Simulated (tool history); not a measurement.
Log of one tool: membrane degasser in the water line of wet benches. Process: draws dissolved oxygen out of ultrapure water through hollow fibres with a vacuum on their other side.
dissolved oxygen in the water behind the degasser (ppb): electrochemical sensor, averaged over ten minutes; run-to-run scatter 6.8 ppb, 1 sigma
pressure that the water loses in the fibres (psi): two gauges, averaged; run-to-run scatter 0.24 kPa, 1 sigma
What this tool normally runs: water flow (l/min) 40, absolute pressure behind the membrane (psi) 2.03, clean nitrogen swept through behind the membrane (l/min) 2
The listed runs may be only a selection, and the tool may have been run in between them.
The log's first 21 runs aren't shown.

| run | day | water flow (l/min) | absolute pressure behind the membrane (psi) | clean nitrogen swept through behind the membrane (l/min) | hours since the membrane was changed | hours since the vacuum gauge was calibrated | hours since the vacuum lines were made tight | dissolved oxygen in the water behind the degasser (ppb) | pressure that the water loses in the fibres (psi) |
|---|---|---|---|---|---|---|---|---|---|
| 22 | 41.25 | 49 | 2.84 | 1.01 | 1967 | 160 | 6790 | 1575.4 | 11.609 |
| 23 | 42.7 | 49 | 2.84 | 1.01 | 2002 | 194 | 6825 | 1599.6 | 11.623 |
| 24 | 44.083 | 49 | 2.84 | 1.01 | 2035 | 228 | 6858 | 1580.9 | 11.654 |
|  | 45.733 | vacuum gauge calibrated, once more |
| 25 | 46.433 | 40 | 1.62 | 1.43 | 2091 | 17 | 6914 | 690.9 | 9.491 |
| 26 | 48.283 | 30 | 1.62 | 1.43 | 2135 | 61 | 6958 | 528.1 | 7.174 |
| 27 | 49.858 | 30 | 1.62 | 1.43 | 2173 | 99 | 6996 | 528.4 | 7.137 |
| 28 | 51 | 57 | 2.71 | 2.52 | 2201 | 126 | 7024 | 1038.6 | 13.533 |
| 29 | 52.288 | 57 | 2.71 | 2.52 | 2232 | 157 | 7054 | 1054.8 | 13.515 |
| 30 | 55.121 | 57 | 2.71 | 2.52 | 2300 | 225 | 7122 | 1045 | 13.499 |
| 31 | 57.662 | 57 | 2.71 | 2.52 | 2361 | 286 | 7183 | 1050.2 | 13.593 |
| 32 | 60.033 | 33 | 2.7 | 3.58 | 2417 | 343 | 7240 | 516.1 | 7.902 |

What if the next run were any one of these 3? Each begins from the tool's condition after run 32:
| A | 61.204 | 27 | 2.7 | 3.58 | 2446 | 371 | 7268 | ? | ? |
| B | 61.204 | 33 | 2.7 | 3.01 | 2446 | 371 | 7268 | ? | ? |
| C | 61.204 | 33 | 3.6 | 3.58 | 2446 | 371 | 7268 | ? | ? |

| run | dissolved oxygen in the water behind the degasser (ppb) | pressure that the water loses in the fibres (psi) |
|---|---|---|
| A | 422.6 | 6.406 |
| B | 569.1 | 7.848 |
| C | 649.1 | 7.826 |
Without the tool's unlogged condition, the same runs would have read:
| run | dissolved oxygen in the water behind the degasser (ppb) | pressure that the water loses in the fibres (psi) |
|---|---|---|
| A | 406.7 | 6.277 |
| B | 550.9 | 7.691 |
| C | 629.7 | 7.67 |
